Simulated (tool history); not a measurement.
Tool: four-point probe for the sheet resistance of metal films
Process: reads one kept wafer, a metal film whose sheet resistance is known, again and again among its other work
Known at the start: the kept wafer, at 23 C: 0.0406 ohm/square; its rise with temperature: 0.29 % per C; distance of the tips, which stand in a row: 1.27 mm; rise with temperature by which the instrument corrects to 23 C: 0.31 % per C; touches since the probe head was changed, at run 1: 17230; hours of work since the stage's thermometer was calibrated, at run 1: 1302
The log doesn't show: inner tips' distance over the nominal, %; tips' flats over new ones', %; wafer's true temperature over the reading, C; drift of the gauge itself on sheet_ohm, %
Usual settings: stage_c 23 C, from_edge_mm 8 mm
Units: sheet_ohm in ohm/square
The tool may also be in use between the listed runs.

| run | hour | stage_c | from_edge_mm | touches since the probe head was changed | hours of work since the stage's thermometer was calibrated | sheet_ohm |
|---|---|---|---|---|---|---|
| 1 | 0.0 | 23 | 8 | 17230 | 1302 | 0.041220 |
| 2 | 9.3 | 23 | 8 | 17449 | 1306 | 0.041227 |
| 3 | 27.0 | 23 | 8 | 17870 | 1314 | 0.041217 |
| 4 | 44.9 | 23 | 8 | 18296 | 1323 | 0.041235 |
| 5 | 64.1 | 26 | 8 | 18753 | 1332 | 0.041197 |
| 6 | 74.9 | 23 | 8 | 19009 | 1337 | 0.041230 |
| 7 | 87.3 | 23 | 8 | 19301 | 1342 | 0.041213 |
| 8 | 105.6 | 23 | 8 | 19738 | 1351 | 0.041222 |
| 9 | 116.0 | 23 | 8 | 19984 | 1356 | 0.041224 |
| 10 | 133.4 | 23 | 8 | 20397 | 1364 | 0.041212 |
| 11 | 148.0 | 23 | 8 | 20744 | 1371 | 0.041221 |
| 12 | 164.1 | 23 | 8 | 21126 | 1378 | 0.041202 |
| 13 | 175.8 | 23 | 54 | 21403 | 1384 | 0.040685 |
| 14 | 184.4 | 23 | 8 | 21607 | 1388 | 0.041199 |
| 15 | 194.6 | 33 | 8 | 21850 | 1392 | 0.041131 |
| 16 | 208.7 | 33 | 8 | 22186 | 1399 | 0.041122 |
| 17 | 228.2 | 33 | 8 | 22647 | 1408 | 0.041130 |
| 18 | 241.5 | 33 | 8 | 22962 | 1414 | 0.041112 |
| 19 | 250.1 | 23 | 20 | 23168 | 1418 | 0.040746 |
| 20 | 270.1 | 23 | 8 | 23642 | 1427 | 0.041211 |
| 21 | 280.0 | 23 | 8 | 23877 | 1432 | 0.041213 |
| 22 | 294.8 | 23 | 11 | 24229 | 1439 | 0.040944 |
| 23 | 307.1 | 23 | 11 | 24519 | 1445 | 0.040942 |
| 24 | 324.6 | 27 | 11 | 24937 | 1453 | 0.040921 |
| 25 | 335.5 | 34 | 11 | 25195 | 1458 | 0.040869 |
| 26 | 351.1 | 34 | 11 | 25566 | 1465 | 0.040850 |
| 27 | 370.2 | 24 | 33 | 26018 | 1474 | 0.040680 |
| 28 | 384.7 | 20 | 4 | 26364 | 1481 | 0.042768 |
| 29 | 397.0 | 20 | 4 | 26654 | 1486 | 0.042772 |
| 30 | 406.5 | 28 | 8 | 26880 | 1491 | 0.041149 |
| 31 | 415.1 | 28 | 8 | 27085 | 1495 | 0.041137 |
| 32 | 431.7 | 33 | 14 | 27478 | 1503 | 0.040740 |
| 33 | 448.1 | 33 | 14 | 27869 | 1510 | 0.040744 |
| 34 | 461.2 | 33 | 14 | 28179 | 1516 | 0.040749 |
| 35 | 479.8 | 33 | 14 | 28621 | 1525 | 0.040728 |
| 36 | 490.0 | 33 | 14 | 28864 | 1530 | 0.040770 |
| 37 | 506.8 | 24 | 31 | 29261 | 1537 | 0.040668 |
| 38 | 515.5 | 24 | 25 | 29468 | 1542 | 0.040697 |
| 39 | 531.3 | 24 | 25 | 29845 | 1549 | 0.040691 |
| 40 | 548.6 | 24 | 8 | 30253 | 1557 | 0.041201 |
| 41 | 558.4 | 30 | 3 | 30487 | 1561 | 0.044134 |
| 42 | 575.7 | 33 | 5 | 30897 | 1569 | 0.041929 |
| 43 | 594.8 | 27 | 17 | 31351 | 1578 | 0.040728 |
| 44 | 614.1 | 27 | 17 | 31809 | 1587 | 0.040738 |
| 45 | 629.2 | 27 | 17 | 32167 | 1594 | 0.040721 |

Forecast each of these 3 alternatives for the next run:
| A | 640.4 | 23 | 4 | 32433 | 1600 | ? |
| B | 640.4 | 23 | 11 | 32433 | 1600 | ? |
| C | 640.4 | 20 | 14 | 32433 | 1600 | ? |

| run | sheet_ohm |
|---|---|
| A | 0.042721 |
| B | 0.040942 |
| C | 0.040841 |
Without the tool's hidden state the same runs would have given:
| run | sheet_ohm |
|---|---|
| A | 0.042679 |
| B | 0.040901 |
| C | 0.040800 |
